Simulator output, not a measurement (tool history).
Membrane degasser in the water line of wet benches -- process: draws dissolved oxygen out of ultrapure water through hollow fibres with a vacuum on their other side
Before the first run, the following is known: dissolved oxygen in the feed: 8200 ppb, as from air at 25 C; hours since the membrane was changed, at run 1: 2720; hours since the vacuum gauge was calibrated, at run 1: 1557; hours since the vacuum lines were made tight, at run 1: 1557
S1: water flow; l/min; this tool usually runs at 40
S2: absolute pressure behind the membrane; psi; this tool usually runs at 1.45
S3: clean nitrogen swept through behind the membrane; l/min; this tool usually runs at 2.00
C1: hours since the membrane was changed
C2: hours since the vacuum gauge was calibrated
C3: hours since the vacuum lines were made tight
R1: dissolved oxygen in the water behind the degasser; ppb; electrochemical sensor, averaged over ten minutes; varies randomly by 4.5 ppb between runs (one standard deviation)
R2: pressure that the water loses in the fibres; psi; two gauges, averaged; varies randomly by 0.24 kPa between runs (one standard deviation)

run    hour  S1    S2    S3    C1    C2    C3      R1      R2
  1     0.0  40  1.45  2.00  2720  1557  1557   448.8   9.158
  2    67.4  40  1.45  2.00  2787  1624  1624   448.2   9.253
  3   127.4  40  1.45  2.00  2847  1684  1684   455.0   9.192
  4   175.5  40  1.45  2.00  2895  1732  1732   447.5   9.262
  5   225.4  40  1.45  2.00  2945  1782  1782   452.8   9.280
  6   257.5  40  1.45  2.00  2977  1814  1814   449.8   9.224
  7   327.4  40  1.45  2.00  3047  1884  1884   452.1   9.335
  8   365.3  40  1.45  2.00  3085  1922  1922   455.8   9.294
  9   404.0  24  1.45  2.00  3124  1961  1961   216.1   5.551
 10   459.2  24  1.45  2.00  3179  2016  2016   214.0   5.572
 11   516.1  24  1.45  2.00  3236  2073  2073   217.0   5.574
 12   555.1  24  1.45  2.00  3275  2112  2112   217.1   5.565
 13   608.8  58  1.64  2.00  3329  2165  2165   857.2  13.510
 14   677.8  58  3.47  0.93  3398  2235  2235  2145.6  13.552
 15   747.7  58  3.47  0.93  3468  2304  2304  2213.8  13.526
 16   785.5  58  3.47  0.93  3505  2342  2342  2159.2  13.510
 17   840.0  40  1.75  2.00  3560  2397  2397   536.9   9.372
 18   906.1  40  1.83  3.35  3626  2463  2463   420.6   9.413
 19   974.4  40  1.83  3.35  3694  2531  2531   410.9   9.384
 20  1016.9  33  2.63  2.54  3737  2574  2574   520.5   7.754
 21  1060.1  33  2.63  2.54  3780  2617  2617   512.8   7.707
 22  1121.9  36  1.23  4.77  3842  2679  2679   218.9   8.476
 23  1192.6  36  1.23  4.77  3913  2749  2749   218.2   8.489

Here are 3 independent what-if runs from the current tool condition. What would each one return?
  A  1244.8  45  1.23  1.73  3965  2801  2801   ?   ?
  B  1244.8  58  1.23  4.77  3965  2801  2801   ?   ?
  C  1244.8  40  0.91  3.61  3965  2801  2801   ?   ?

run     R1      R2
  A  509.4  10.594
  B  549.6  13.573
  C  245.3   9.401
Without the tool's unlogged condition, the same runs would have read:
run     R1      R2
  A  508.8  10.391
  B  548.8  13.313
  C  244.8   9.221
